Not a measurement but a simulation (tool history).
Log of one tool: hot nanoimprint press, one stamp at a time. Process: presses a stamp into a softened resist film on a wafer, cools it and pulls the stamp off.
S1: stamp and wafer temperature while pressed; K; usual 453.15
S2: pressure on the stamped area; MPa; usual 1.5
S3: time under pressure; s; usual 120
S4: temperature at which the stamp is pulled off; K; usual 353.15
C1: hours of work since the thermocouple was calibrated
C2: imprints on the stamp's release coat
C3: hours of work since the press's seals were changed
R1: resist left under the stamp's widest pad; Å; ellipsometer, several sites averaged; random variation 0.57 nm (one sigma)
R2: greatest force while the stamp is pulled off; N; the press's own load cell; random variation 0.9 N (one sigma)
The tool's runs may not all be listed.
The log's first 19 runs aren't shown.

run 20 hour=126.2 | S1=461.15 S2=1.93 S3=120 S4=353.15 | C1=265 C2=493 C3=300 | R1=1634 R2=236.1
run 21 hour=131.7 | S1=461.15 S2=1.93 S3=120 S4=353.15 | C1=269 C2=515 C3=304 | R1=1640 R2=238
-- hour=143.3 stamp cleaned and given a new release coat
run 22 hour=145 | S1=461.15 S2=1.93 S3=120 S4=353.15 | C1=275 C2=7 C3=309 | R1=1629 R2=226.7
run 23 hour=152.7 | S1=456.15 S2=1.74 S3=209 S4=352.15 | C1=280 C2=37 C3=315 | R1=1627 R2=232.8
run 24 hour=161.5 | S1=456.15 S2=1.74 S3=209 S4=352.15 | C1=287 C2=71 C3=321 | R1=1614 R2=231.4
run 25 hour=169.1 | S1=456.15 S2=1.74 S3=209 S4=352.15 | C1=292 C2=101 C3=327 | R1=1620 R2=232.3
run 26 hour=175.7 | S1=455.15 S2=1.44 S3=63 S4=360.15 | C1=297 C2=127 C3=332 | R1=2685 R2=193.6
run 27 hour=182.3 | S1=444.15 S2=1.24 S3=120 S4=356.15 | C1=302 C2=152 C3=337 | R1=3073 R2=215.5
run 28 hour=191.9 | S1=463.15 S2=0.95 S3=151 S4=344.15 | C1=309 C2=190 C3=344 | R1=1953 R2=276
run 29 hour=200.5 | S1=454.15 S2=1.28 S3=90 S4=341.15 | C1=315 C2=223 C3=350 | R1=2589 R2=293.4
run 30 hour=208.6 | S1=461.15 S2=1.5 S3=120 S4=358.15 | C1=321 C2=255 C3=356 | R1=1833 R2=207

4 ways to go on from here, each from the tool as it stands after run 30. What would each give?
run A hour=214.9 | S1=443.15 S2=1.71 S3=120 S4=345.15 | C1=326 C2=280 C3=360 | R1=? R2=?
run B hour=214.9 | S1=453.15 S2=1.01 S3=120 S4=345.15 | C1=326 C2=280 C3=360 | R1=? R2=?
run C hour=214.9 | S1=441.15 S2=1.5 S3=120 S4=358.15 | C1=326 C2=280 C3=360 | R1=? R2=?
run D hour=214.9 | S1=453.15 S2=1.5 S3=120 S4=352.15 | C1=326 C2=280 C3=360 | R1=? R2=?

run=A R1=2887 R2=273.6
run=B R1=2647 R2=273.7
run=C R1=3129 R2=205.9
run=D R1=2302 R2=234.9
Without the tool's hidden state the same runs would have given:
run=A R1=2949 R2=272
run=B R1=2706 R2=272.1
run=C R1=3187 R2=205.9
run=D R1=2361 R2=234.2
